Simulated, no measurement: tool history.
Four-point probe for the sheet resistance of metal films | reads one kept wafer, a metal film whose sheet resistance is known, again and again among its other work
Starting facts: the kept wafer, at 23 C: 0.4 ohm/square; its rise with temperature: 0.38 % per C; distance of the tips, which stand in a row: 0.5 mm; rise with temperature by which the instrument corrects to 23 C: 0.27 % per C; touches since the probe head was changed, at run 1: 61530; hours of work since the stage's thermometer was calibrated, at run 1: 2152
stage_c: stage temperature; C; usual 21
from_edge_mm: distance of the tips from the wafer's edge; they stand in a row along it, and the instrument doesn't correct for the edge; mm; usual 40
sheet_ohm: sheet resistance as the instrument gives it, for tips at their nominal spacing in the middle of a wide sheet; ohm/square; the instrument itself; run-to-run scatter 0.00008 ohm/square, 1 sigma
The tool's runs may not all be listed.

run     day  stage_c  from_edge_mm  touches since the probe head was changed  hours of work since the stage's thermometer was calibrated  sheet_ohm
  1   0.000       21            40                                     61530                                                        2152   0.400238
  2   2.862       21            40                                     65176                                                        2194   0.400381
  3   5.167       21            40                                     68107                                                        2227   0.400312
  4   7.721       21            23                                     71357                                                        2264   0.400357
  5   9.438       21            23                                     73542                                                        2289   0.400448
  6  13.029       32            23                                     78118                                                        2341   0.405383
  7  14.942       32            23                                     80549                                                        2368   0.405535
     15.162  -- stage's thermometer calibrated
  8  17.688       21            40                                     84021                                                          37   0.401025
  9  20.725       21            61                                     87887                                                          80   0.400984
 10  24.379       21             9                                     92535                                                         133   0.401766
 11  26.838       21            40                                     95666                                                         169   0.400749
 12  30.288       21            40                                    100056                                                         219   0.401013
     32.821  -- stage's thermometer calibrated, once more
 13  34.038       25            62                                    104803                                                          18   0.400637
 14  37.675       34            16                                    109434                                                          70   0.405135
 15  40.675       31            36                                    113254                                                         114   0.403502
 16  44.167       26             5                                    117702                                                         164   0.403242
 17  46.254       18            41                                    120359                                                         194   0.397349
 18  48.696       30             5                                    123463                                                         230   0.405157
 19  51.396       23            12                                    126902                                                         269   0.400139
 20  54.396       23            12                                    130722                                                         312   0.400064
 21  56.925       31            28                                    133938                                                         348   0.403365
 22  60.017       31            28                                    137875                                                         393   0.403323
 23  62.200       28            74                                    140653                                                         425   0.401956
 24  65.546       25            16                                    144913                                                         473   0.400667

Across each entry between runs, compare the hidden state at the last listed run before it with the hidden state at the first listed run after it:
Runs 7 to 8: stage's thermometer calibrated (day 15.162)
  inner tips' distance over the nominal, %: 0.044 -> 0.036; tips' flats over new ones', %: 69 -> 72; wafer's true temperature over the reading, C: 0.67 -> 1.16
  measured less the result without the state, sheet_ohm: +0.001203 -> +0.001939 ohm/square
Runs 12 to 13: stage's thermometer calibrated, once more (day 32.821)
  inner tips' distance over the nominal, %: 0 -> -0.011; tips' flats over new ones', %: 86 -> 90; wafer's true temperature over the reading, C: 1.21 -> -0.08
  measured less the result without the state, sheet_ohm: +0.001868 -> -0.000168 ohm/square

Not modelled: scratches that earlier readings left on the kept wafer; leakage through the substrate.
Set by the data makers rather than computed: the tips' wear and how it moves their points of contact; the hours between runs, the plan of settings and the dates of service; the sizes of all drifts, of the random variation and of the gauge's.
